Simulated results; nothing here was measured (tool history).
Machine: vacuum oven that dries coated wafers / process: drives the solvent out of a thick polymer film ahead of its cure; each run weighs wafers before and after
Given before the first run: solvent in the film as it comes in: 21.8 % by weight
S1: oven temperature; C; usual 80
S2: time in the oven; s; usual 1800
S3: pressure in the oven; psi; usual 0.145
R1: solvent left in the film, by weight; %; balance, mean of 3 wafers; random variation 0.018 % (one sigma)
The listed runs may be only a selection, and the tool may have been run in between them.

run 1 hour=0.0 | S1=80 S2=1800 S3=0.145 | R1=1.92
run 2 hour=10.8 | S1=80 S2=1800 S3=0.145 | R1=1.95
run 3 hour=24.0 | S1=80 S2=900 S3=0.145 | R1=5.34
run 4 hour=36.6 | S1=80 S2=1080 S3=0.145 | R1=4.23
run 5 hour=46.3 | S1=80 S2=1800 S3=0.380 | R1=2.97
run 6 hour=60.4 | S1=80 S2=1800 S3=0.380 | R1=2.94
run 7 hour=73.7 | S1=80 S2=1800 S3=0.380 | R1=2.97
run 8 hour=85.7 | S1=80 S2=1800 S3=0.245 | R1=2.35
run 9 hour=98.1 | S1=80 S2=1800 S3=0.245 | R1=2.38
run 10 hour=106.2 | S1=85 S2=1800 S3=0.245 | R1=1.43
run 11 hour=113.1 | S1=86 S2=1800 S3=0.145 | R1=0.94
run 12 hour=124.3 | S1=86 S2=1800 S3=0.145 | R1=0.94
run 13 hour=131.6 | S1=86 S2=1800 S3=0.145 | R1=0.92
run 14 hour=139.0 | S1=86 S2=1800 S3=0.145 | R1=0.95
run 15 hour=153.0 | S1=80 S2=3120 S3=0.145 | R1=0.87
run 16 hour=159.3 | S1=80 S2=3120 S3=0.145 | R1=0.86
run 17 hour=168.6 | S1=80 S2=1860 S3=0.145 | R1=1.83
run 18 hour=181.3 | S1=95 S2=1800 S3=0.145 | R1=0.42
run 19 hour=190.5 | S1=80 S2=1800 S3=0.145 | R1=1.95
run 20 hour=198.3 | S1=80 S2=1800 S3=0.145 | R1=1.93
run 21 hour=212.2 | S1=80 S2=1020 S3=0.145 | R1=4.52
run 22 hour=226.2 | S1=80 S2=1020 S3=0.145 | R1=4.57
run 23 hour=233.7 | S1=80 S2=1800 S3=0.218 | R1=2.25
run 24 hour=245.6 | S1=80 S2=1800 S3=0.218 | R1=2.24
run 25 hour=253.6 | S1=80 S2=1800 S3=0.218 | R1=2.27
run 26 hour=259.7 | S1=80 S2=1800 S3=0.218 | R1=2.25
run 27 hour=271.4 | S1=87 S2=2580 S3=0.189 | R1=0.74
run 28 hour=284.4 | S1=80 S2=1800 S3=0.177 | R1=2.07
run 29 hour=291.2 | S1=92 S2=1800 S3=0.219 | R1=0.75
run 30 hour=298.1 | S1=83 S2=2280 S3=0.106 | R1=0.80
run 31 hour=309.0 | S1=80 S2=1800 S3=0.239 | R1=2.36
run 32 hour=320.1 | S1=80 S2=1800 S3=0.239 | R1=2.38
run 33 hour=329.9 | S1=78 S2=1740 S3=0.145 | R1=2.56
run 34 hour=339.8 | S1=77 S2=3000 S3=0.145 | R1=1.25
run 35 hour=351.2 | S1=80 S2=1500 S3=0.281 | R1=3.20
run 36 hour=363.8 | S1=81 S2=1200 S3=0.368 | R1=4.23

The next listed run, before its measurement:
-- hour=368.7 oven's thermocouples calibrated
run 37 hour=375.2 | S1=81 S2=1200 S3=0.368 | R1=?

{"run 37": {"R1": 4.24}}
On a tool with no hidden condition, and with the same random variation, this run would have come out at R1 4.23 %.
